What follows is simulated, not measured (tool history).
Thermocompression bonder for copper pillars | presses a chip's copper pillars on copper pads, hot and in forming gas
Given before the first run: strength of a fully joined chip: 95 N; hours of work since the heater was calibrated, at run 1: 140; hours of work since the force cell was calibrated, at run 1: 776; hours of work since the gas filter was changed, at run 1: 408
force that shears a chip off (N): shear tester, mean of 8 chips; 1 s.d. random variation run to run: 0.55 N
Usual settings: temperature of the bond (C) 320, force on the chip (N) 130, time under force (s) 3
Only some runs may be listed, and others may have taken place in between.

run   hour  temperature of the bond (C)  force on the chip (N)  time under force (s)  hours of work since the heater was calibrated  hours of work since the force cell was calibrated  hours of work since the gas filter was changed  force that shears a chip off (N)
  1    0.0                          320                    130                     3                                            140                                                776                                             408                              43.6
  2    8.9                          320                    130                     5                                            145                                                781                                             412                              51.1
  3   16.9                          320                    130                     2                                            148                                                784                                             416                              37.1
  4   23.1                          320                    130                     2                                            151                                                787                                             419                              37.1
  5   30.0                          320                    130                     2                                            154                                                790                                             422                              38.2
  6   37.7                          320                    130                     4                                            158                                                794                                             426                              48.2
  7   43.9                          320                    130                     3                                            161                                                797                                             428                              43.1
  8   47.8                          320                    164                     3                                            163                                                799                                             430                              52.5
  9   53.4                          320                    130                     2                                            165                                                801                                             433                              37.5
 10   62.7                          320                    130                     7                                            170                                                806                                             437                              56.2
 11   67.0                          320                    130                     7                                            172                                                808                                             439                              56.1
      71.7  -- forming gas filter changed
 12   75.7                          320                     79                     3                                            176                                                812                                               2                              29.3
 13   84.1                          320                    125                     2                                            180                                                815                                               6                              39.1
 14   92.5                          320                    165                     5                                            183                                                819                                              10                              64.9
 15   99.0                          327                    156                     2                                            186                                                822                                              13                              52.3
 16  107.4                          320                    186                     3                                            190                                                826                                              17                              62.0
 17  115.1                          349                     79                     6                                            194                                                830                                              20                              54.7
 18  122.1                          326                    130                     2                                            197                                                833                                              23                              43.1
 19  127.1                          326                    130                     2                                            200                                                836                                              26                              43.6
 20  135.8                          318                    153                     2                                            204                                                840                                              30                              44.7
 21  145.2                          318                    153                     2                                            208                                                844                                              34                              45.3
 22  153.5                          309                    123                     8                                            212                                                848                                              38                              54.1
 23  161.7                          300                    125                     3                                            216                                                852                                              42                              35.0

Results per run with the tool's hidden condition removed, run-to-run variation unchanged:
Hidden conditions of the tool in this case: true temperature of the bond over the reading, C; force that reaches the chip, % of what is set; oxide that the forming gas leaves, % of the face; drift of the gauge itself on shear_n, %.
run  force that shears a chip off (N)
  1                              45.1
  2                              53.2
  3                              38.4
  4                              38.4
  5                              39.6
  6                              50.2
  7                              44.8
  8                              54.8
  9                              38.9
 10                              59.0
 11                              58.9
 12                              28.1
 13                              37.6
 14                              63.2
 15                              50.6
 16                              60.4
 17                              52.9
 18                              41.7
 19                              42.1
 20                              43.3
 21                              44.0
 22                              52.8
 23                              34.0
